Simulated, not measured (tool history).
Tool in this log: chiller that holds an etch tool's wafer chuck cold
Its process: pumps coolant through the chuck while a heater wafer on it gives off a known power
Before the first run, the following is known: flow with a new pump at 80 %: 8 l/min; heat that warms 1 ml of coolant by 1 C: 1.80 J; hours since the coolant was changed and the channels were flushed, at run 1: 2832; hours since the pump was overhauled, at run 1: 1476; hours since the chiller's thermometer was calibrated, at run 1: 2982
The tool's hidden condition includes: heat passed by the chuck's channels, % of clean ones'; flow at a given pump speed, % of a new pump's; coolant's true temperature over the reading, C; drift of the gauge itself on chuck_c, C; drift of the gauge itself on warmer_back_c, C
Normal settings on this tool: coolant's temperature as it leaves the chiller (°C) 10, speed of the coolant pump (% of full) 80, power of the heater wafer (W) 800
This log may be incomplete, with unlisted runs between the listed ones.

run	hour	coolant's temperature as it leaves the chiller (°C)	speed of the coolant pump (% of full)	power of the heater wafer (W)	hours since the coolant was changed and the channels were flushed	hours since the pump was overhauled	hours since the chiller's thermometer was calibrated	chuck's temperature once it has settled (°C)	how much warmer the coolant comes back (C)
1	0.0	10	80	800	2832	1476	2982	17.8	3.49
2	96.5	10	80	800	2929	1573	3079	17.9	3.45
3	172.6	10	80	800	3005	1649	3155	18.0	3.50
4	230.7	10	80	800	3063	1707	3213	17.8	3.45
5	314.6	10	80	800	3147	1791	3297	17.8	3.52
6	421.4	10	80	800	3254	1898	3404	18.0	3.52
7	523.8	11	80	800	3356	2000	3506	19.0	3.50
8	634.7	13	78	654	3467	2111	3617	19.7	2.95
9	737.4	5	77	413	3570	2214	3720	9.1	1.92
10	832.3	5	77	413	3665	2309	3814	8.9	1.91
# hour 845.1: chiller's thermometer calibrated
11	928.3	5	69	487	3760	2404	83	10.1	2.53
12	1037.4	9	97	671	3869	2513	192	14.9	2.48
13	1122.5	9	97	671	3954	2598	277	14.9	2.49
# hour 1241.1: coolant changed, channels flushed
14	1251.8	15	97	746	11	2721	401	20.7	2.73

Forecast each of these 3 alternatives for the next run:
A	1374.8	10	78	750	134	2844	524	?	?
B	1374.8	10	97	746	134	2844	524	?	?
C	1374.8	10	71	800	134	2844	524	?	?

run	chuck's temperature once it has settled (°C)	how much warmer the coolant comes back (C)
A	16.8	3.46
B	15.8	2.71
C	17.9	3.97
Had the tool no hidden state, the same runs would have come out as:
run	chuck's temperature once it has settled (°C)	how much warmer the coolant comes back (C)
A	17.0	3.22
B	16.1	2.53
C	18.1	3.70
